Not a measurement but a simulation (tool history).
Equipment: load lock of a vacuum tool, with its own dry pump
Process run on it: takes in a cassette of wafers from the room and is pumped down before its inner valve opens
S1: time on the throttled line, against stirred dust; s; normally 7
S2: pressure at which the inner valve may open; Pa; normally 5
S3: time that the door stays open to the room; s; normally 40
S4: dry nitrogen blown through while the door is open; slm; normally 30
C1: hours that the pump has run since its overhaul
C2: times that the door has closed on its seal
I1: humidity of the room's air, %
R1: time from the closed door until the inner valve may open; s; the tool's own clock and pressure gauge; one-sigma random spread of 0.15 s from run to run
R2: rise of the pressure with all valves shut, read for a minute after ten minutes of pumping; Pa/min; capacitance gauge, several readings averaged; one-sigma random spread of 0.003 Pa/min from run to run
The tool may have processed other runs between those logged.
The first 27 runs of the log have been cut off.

run 28 hour=2774.6 | S1=6 S2=6 S3=230 S4=26 | C1=8251 C2=11968 | I1=45.4 | R1=19.2 R2=0.198
run 29 hour=2911.2 | S1=7 S2=4 S3=40 S4=30 | C1=8388 C2=12325 | I1=46.1 | R1=20.6 R2=0.161
run 30 hour=3042.3 | S1=7 S2=5 S3=146 S4=30 | C1=8519 C2=12668 | I1=43.8 | R1=20.3 R2=0.190
run 31 hour=3112.4 | S1=7 S2=6 S3=40 S4=6 | C1=8589 C2=12851 | I1=42.4 | R1=20.2 R2=0.190
run 32 hour=3185.3 | S1=7 S2=6 S3=40 S4=6 | C1=8662 C2=13042 | I1=46.3 | R1=20.1 R2=0.194
run 33 hour=3250.4 | S1=10 S2=6 S3=40 S4=6 | C1=8727 C2=13212 | I1=41.1 | R1=22.1 R2=0.188
run 34 hour=3318.0 | S1=6 S2=6 S3=35 S4=5 | C1=8795 C2=13389 | I1=45.1 | R1=19.2 R2=0.190
run 35 hour=3378.6 | S1=6 S2=6 S3=34 S4=9 | C1=8855 C2=13547 | I1=44.7 | R1=19.1 R2=0.193
run 36 hour=3512.8 | S1=10 S2=9 S3=34 S4=9 | C1=8989 C2=13898 | I1=44.7 | R1=21.5 R2=0.191
run 37 hour=3579.1 | S1=10 S2=4 S3=194 S4=9 | C1=9056 C2=14072 | I1=45.1 | R1=22.7 R2=0.261
run 38 hour=3717.0 | S1=7 S2=4 S3=40 S4=30 | C1=9194 C2=14432 | I1=44.9 | R1=20.5 R2=0.187

What if the next run were any one of these 3? Each begins from the tool's condition after run 38:
run A hour=3812.9 | S1=7 S2=6 S3=40 S4=15 | C1=9290 C2=14683 | I1=44.0 | R1=? R2=?
run B hour=3812.9 | S1=10 S2=4 S3=106 S4=30 | C1=9290 C2=14683 | I1=44.7 | R1=? R2=?
run C hour=3812.9 | S1=7 S2=9 S3=219 S4=30 | C1=9290 C2=14683 | I1=45.0 | R1=? R2=?

run=A R1=20.1 R2=0.204
run=B R1=22.9 R2=0.210
run=C R1=19.3 R2=0.235
Take away the tool's hidden state, keep each run's random variation, and the runs would have read:
run=A R1=19.4 R2=0.059
run=B R1=22.2 R2=0.068
run=C R1=18.7 R2=0.091

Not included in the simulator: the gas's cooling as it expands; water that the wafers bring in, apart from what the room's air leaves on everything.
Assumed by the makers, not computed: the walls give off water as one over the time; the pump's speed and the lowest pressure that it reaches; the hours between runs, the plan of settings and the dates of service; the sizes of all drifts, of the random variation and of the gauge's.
